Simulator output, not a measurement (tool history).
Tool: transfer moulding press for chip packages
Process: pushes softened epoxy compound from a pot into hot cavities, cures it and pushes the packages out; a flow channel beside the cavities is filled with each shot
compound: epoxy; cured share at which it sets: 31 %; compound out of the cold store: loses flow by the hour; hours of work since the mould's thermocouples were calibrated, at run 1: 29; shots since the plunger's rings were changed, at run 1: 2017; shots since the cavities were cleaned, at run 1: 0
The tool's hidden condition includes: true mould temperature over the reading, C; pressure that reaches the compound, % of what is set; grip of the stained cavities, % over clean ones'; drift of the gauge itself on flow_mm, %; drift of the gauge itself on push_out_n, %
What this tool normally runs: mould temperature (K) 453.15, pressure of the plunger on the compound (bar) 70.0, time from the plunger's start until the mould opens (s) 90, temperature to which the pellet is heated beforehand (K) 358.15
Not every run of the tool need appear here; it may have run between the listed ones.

| run | hour | mould temperature (K) | pressure of the plunger on the compound (bar) | time from the plunger's start until the mould opens (s) | temperature to which the pellet is heated beforehand (K) | hours of work since the mould's thermocouples were calibrated | shots since the plunger's rings were changed | shots since the cavities were cleaned | incoming compound's hours out of the cold store | length that the compound runs in the flow channel (mm) | greatest force on the pins that push the packages out (N) |
|---|---|---|---|---|---|---|---|---|---|---|---|
| 1 | 0.0 | 453.15 | 70.0 | 90 | 358.15 | 29 | 2017 | 0 | 38.9 | 699 | 330 |
| 2 | 7.3 | 453.15 | 70.0 | 90 | 358.15 | 33 | 2100 | 83 | 42.5 | 699 | 396 |
| 3 | 20.3 | 453.15 | 70.0 | 90 | 358.15 | 41 | 2247 | 230 | 39.3 | 688 | 454 |
| 4 | 31.6 | 453.15 | 70.0 | 90 | 358.15 | 48 | 2376 | 359 | 39.6 | 694 | 509 |
| 5 | 37.8 | 453.15 | 70.0 | 90 | 358.15 | 52 | 2446 | 429 | 19.6 | 739 | 566 |
| 6 | 50.7 | 453.15 | 70.0 | 90 | 358.15 | 60 | 2593 | 576 | 15.7 | 759 | 599 |
| 7 | 58.7 | 453.15 | 70.0 | 90 | 358.15 | 65 | 2684 | 667 | 37.5 | 695 | 593 |
| 8 | 64.7 | 453.15 | 70.0 | 90 | 358.15 | 69 | 2751 | 734 | 30.9 | 719 | 646 |
|  | 68.2 | cavities cleaned with cleaning compound and waxed |
| 9 | 74.0 | 453.15 | 53.0 | 90 | 358.15 | 74 | 2840 | 66 | 38.8 | 604 | 381 |
| 10 | 87.9 | 453.15 | 53.0 | 90 | 358.15 | 82 | 2998 | 224 | 11.7 | 666 | 485 |
| 11 | 94.1 | 453.15 | 70.0 | 90 | 355.15 | 86 | 3068 | 294 | 47.9 | 675 | 485 |
| 12 | 102.6 | 453.15 | 70.0 | 90 | 357.15 | 91 | 3165 | 391 | 41.0 | 687 | 534 |
| 13 | 111.9 | 453.15 | 70.0 | 90 | 357.15 | 97 | 3271 | 497 | 15.3 | 749 | 601 |
| 14 | 119.6 | 453.15 | 70.0 | 90 | 357.15 | 102 | 3358 | 584 | 41.1 | 689 | 603 |
| 15 | 127.8 | 453.15 | 70.0 | 90 | 357.15 | 107 | 3452 | 678 | 11.5 | 754 | 665 |
|  | 136.7 | cavities cleaned with cleaning compound and waxed |
| 16 | 137.4 | 453.15 | 70.0 | 90 | 357.15 | 112 | 3544 | 9 | 28.8 | 711 | 351 |
| 17 | 149.8 | 453.15 | 70.0 | 99 | 357.15 | 120 | 3685 | 150 | 37.5 | 677 | 380 |
| 18 | 156.1 | 448.15 | 70.0 | 72 | 363.15 | 124 | 3756 | 221 | 15.0 | 748 | 1063 |
| 19 | 166.7 | 448.15 | 76.6 | 96 | 363.15 | 130 | 3876 | 341 | 14.0 | 789 | 647 |
| 20 | 175.3 | 453.15 | 70.0 | 90 | 351.15 | 135 | 3974 | 439 | 9.6 | 751 | 583 |
| 21 | 182.9 | 453.15 | 76.0 | 124 | 358.15 | 140 | 4061 | 526 | 43.4 | 699 | 447 |
| 22 | 190.0 | 459.15 | 70.0 | 79 | 358.15 | 144 | 4141 | 606 | 43.3 | 653 | 541 |
|  | 205.3 | cavities cleaned with cleaning compound and waxed |
| 23 | 205.3 | 459.15 | 70.0 | 79 | 358.15 | 153 | 4298 | 0 | 37.0 | 667 | 322 |
| 24 | 219.3 | 459.15 | 70.0 | 79 | 358.15 | 162 | 4456 | 158 | 23.1 | 701 | 412 |
| 25 | 227.2 | 453.15 | 79.1 | 79 | 362.15 | 167 | 4546 | 248 | 26.7 | 737 | 623 |
| 26 | 236.0 | 453.15 | 70.0 | 79 | 354.15 | 172 | 4646 | 348 | 11.8 | 744 | 714 |
| 27 | 242.3 | 453.15 | 70.0 | 74 | 358.15 | 176 | 4718 | 420 | 22.2 | 708 | 845 |
| 28 | 255.4 | 453.15 | 70.0 | 74 | 358.15 | 184 | 4866 | 568 | 22.7 | 710 | 894 |
| 29 | 261.7 | 450.15 | 76.1 | 113 | 358.15 | 188 | 4938 | 640 | 34.3 | 714 | 518 |
| 30 | 268.2 | 450.15 | 64.4 | 113 | 358.15 | 192 | 5012 | 714 | 35.3 | 646 | 527 |

Each row is a separate what-if for the run after 30, all from the same tool condition, not one after another. Results?
|  | 273.7 | cavities cleaned with cleaning compound and waxed |
| A | 279.4 | 460.15 | 64.4 | 105 | 361.15 | 198 | 5122 | 65 | 21.8 | ? | ? |
|  | 273.7 | cavities cleaned with cleaning compound and waxed |
| B | 279.4 | 453.15 | 61.4 | 90 | 358.15 | 198 | 5122 | 65 | 14.6 | ? | ? |
|  | 273.7 | cavities cleaned with cleaning compound and waxed |
| C | 279.4 | 453.15 | 55.0 | 94 | 363.15 | 198 | 5122 | 65 | 34.9 | ? | ? |

| run | length that the compound runs in the flow channel (mm) | greatest force on the pins that push the packages out (N) |
|---|---|---|
| A | 674 | 283 |
| B | 677 | 400 |
| C | 593 | 359 |
Stripped of hidden state, with their random variation kept, the same runs would have yielded:
| run | length that the compound runs in the flow channel (mm) | greatest force on the pins that push the packages out (N) |
|---|---|---|
| A | 735 | 252 |
| B | 738 | 349 |
| C | 646 | 315 |
